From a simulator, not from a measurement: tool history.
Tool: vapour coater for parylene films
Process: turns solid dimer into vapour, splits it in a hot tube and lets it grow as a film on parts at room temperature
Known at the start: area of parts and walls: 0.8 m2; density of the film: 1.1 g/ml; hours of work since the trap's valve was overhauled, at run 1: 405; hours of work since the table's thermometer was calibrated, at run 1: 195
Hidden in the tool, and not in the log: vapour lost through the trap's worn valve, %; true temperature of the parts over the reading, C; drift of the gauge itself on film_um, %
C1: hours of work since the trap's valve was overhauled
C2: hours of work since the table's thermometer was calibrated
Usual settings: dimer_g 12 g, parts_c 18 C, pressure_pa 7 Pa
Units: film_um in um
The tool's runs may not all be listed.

Run 1, hour 0: usual settings; C1 405; C2 195. Result: film_um 6.58 um.
Run 2, hour 21.3: usual settings; C1 422; C2 212. Result: film_um 6.58 um.
Run 3, hour 58.8: usual settings; C1 451; C2 241. Result: film_um 6.64 um.
Run 4, hour 101.2: usual settings but parts_c 11 C; C1 484; C2 274. Result: film_um 8.11 um.
Run 5, hour 142.6: usual settings but parts_c 11 C; C1 516; C2 306. Result: film_um 8.16 um.
Run 6, hour 170.3: usual settings; C1 538; C2 328. Result: film_um 6.62 um.
Run 7, hour 208.9: usual settings; C1 568; C2 358. Result: film_um 6.45 um.
Run 8, hour 230.8: usual settings; C1 585; C2 375. Result: film_um 6.55 um.
At hour 238.5: trap's valve overhauled.
Run 9, hour 263.6: usual settings but parts_c 23 C; C1 20; C2 397. Result: film_um 6 um.
Run 10, hour 298.3: usual settings but parts_c 23 C; C1 47; C2 424. Result: film_um 5.92 um.
Run 11, hour 325.8: usual settings but parts_c 23 C; C1 68; C2 446. Result: film_um 6.01 um.
Run 12, hour 359.2: usual settings but dimer_g 6 g, parts_c 20 C, pressure_pa 2.05 Pa; C1 94; C2 471. Result: film_um 4.17 um.
Run 13, hour 388.3: usual settings but dimer_g 6 g, parts_c 20 C, pressure_pa 2.05 Pa; C1 116; C2 494. Result: film_um 4.18 um.
Run 14, hour 423.5: usual settings but dimer_g 6 g, parts_c 20 C, pressure_pa 2.05 Pa; C1 144; C2 522. Result: film_um 4.17 um.
Run 15, hour 465.1: usual settings but dimer_g 5 g, parts_c 10 C, pressure_pa 3.99 Pa; C1 176; C2 554. Result: film_um 4.13 um.
Run 16, hour 500.7: usual settings but dimer_g 5 g, parts_c 10 C, pressure_pa 3.99 Pa; C1 204; C2 582. Result: film_um 4.12 um.
Run 17, hour 518.8: usual settings but dimer_g 15 g, parts_c 17 C, pressure_pa 2.86 Pa; C1 218; C2 596. Result: film_um 10.74 um.
Run 18, hour 540.7: usual settings but dimer_g 18 g, pressure_pa 3.13 Pa; C1 235; C2 613. Result: film_um 12.08 um.
Run 19, hour 565: usual settings but dimer_g 18 g, parts_c 19 C, pressure_pa 7.72 Pa; C1 254; C2 632. Result: film_um 9.84 um.
Run 20, hour 584.9: usual settings but dimer_g 19 g, parts_c 11 C, pressure_pa 2.33 Pa; C1 269; C2 647. Result: film_um 16.77 um.
Run 21, hour 615.3: usual settings but dimer_g 9 g, parts_c 16 C, pressure_pa 2.81 Pa; C1 293; C2 671. Result: film_um 6.64 um.

How the hidden state differs across the entries between the runs, from the last listed run before each to the first after it:
Between runs 8 and 9: trap's valve overhauled (hour 238.5)
  vapour lost through the trap's worn valve, %: 7.6 -> 0.5; true temperature of the parts over the reading, C: -0.17 -> -0.19
  measured less the result without the state, film_um: -0.5 -> +0.01 um
